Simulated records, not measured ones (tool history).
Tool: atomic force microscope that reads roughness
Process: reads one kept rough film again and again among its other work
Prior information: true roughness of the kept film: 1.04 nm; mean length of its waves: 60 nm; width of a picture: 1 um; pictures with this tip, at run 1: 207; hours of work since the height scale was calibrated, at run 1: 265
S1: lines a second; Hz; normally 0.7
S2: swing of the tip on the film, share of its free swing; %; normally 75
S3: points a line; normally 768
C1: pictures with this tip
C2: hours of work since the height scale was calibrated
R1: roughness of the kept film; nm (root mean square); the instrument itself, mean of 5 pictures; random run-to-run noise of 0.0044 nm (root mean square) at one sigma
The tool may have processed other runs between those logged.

run   hour     S1  S2   S3   C1   C2     R1
  1      0    0.7  75  768  207  265  0.966
  2   12.2    0.7  75  768  226  272   0.97
  3   18.3    0.7  75  768  236  276   0.96
  4   24.5    0.7  75  768  246  280  0.951
  5   36.5    0.7  78  768  264  287  0.951
  6   47.3    0.7  61  768  281  294  0.981
  7   59.3    0.7  75  768  300  301   0.95
  8   68.9    0.7  75  768  316  307  0.954
  9   81.1    0.7  75  768  335  314  0.948
 10   88.1    0.7  75  768  346  319  0.945
 11     97    0.7  84  768  360  324  0.929
 12  105.8    0.7  84  768  374  329  0.926
 13  111.6    0.7  75  455  383  333  0.941
     119.7  -- new tip fitted
 14  119.7    0.7  64  768    0  338  1.008
 15  126.6    0.7  64  768   11  342   1.01
 16  132.1    0.7  64  768   20  345  0.993
 17  139.4    0.7  64  768   31  350  0.996
 18  150.5    0.7  59  441   49  356  1.001
 19  161.6  0.914  76  334   66  363  0.961
 20  174.3  1.227  58  261   86  371  0.976
 21  183.7    0.7  64  444  101  377  0.991
 22  192.8  2.615  75  899  115  382  0.881
 23  199.9  3.426  75  304  127  387  0.841
 24  208.7  3.426  61  958  141  392  0.928
 25  220.9  0.861  85  289  160  399  0.934

What if the next run were any one of these 4? Each begins from the tool's condition after run 25:
  A  230.6  0.861  90  928  175  405   ?
  B  230.6   3.19  85  289  175  405   ?
  C  230.6  2.066  80  562  175  405   ?
  D  230.6   1.38  61  497  175  405   ?

run     R1
  A  0.918
  B  0.774
  C  0.875
  D  0.963
Stripped of hidden state, with their random variation kept, the same runs would have yielded:
run     R1
  A  0.939
  B  0.792
  C  0.896
  D  0.986

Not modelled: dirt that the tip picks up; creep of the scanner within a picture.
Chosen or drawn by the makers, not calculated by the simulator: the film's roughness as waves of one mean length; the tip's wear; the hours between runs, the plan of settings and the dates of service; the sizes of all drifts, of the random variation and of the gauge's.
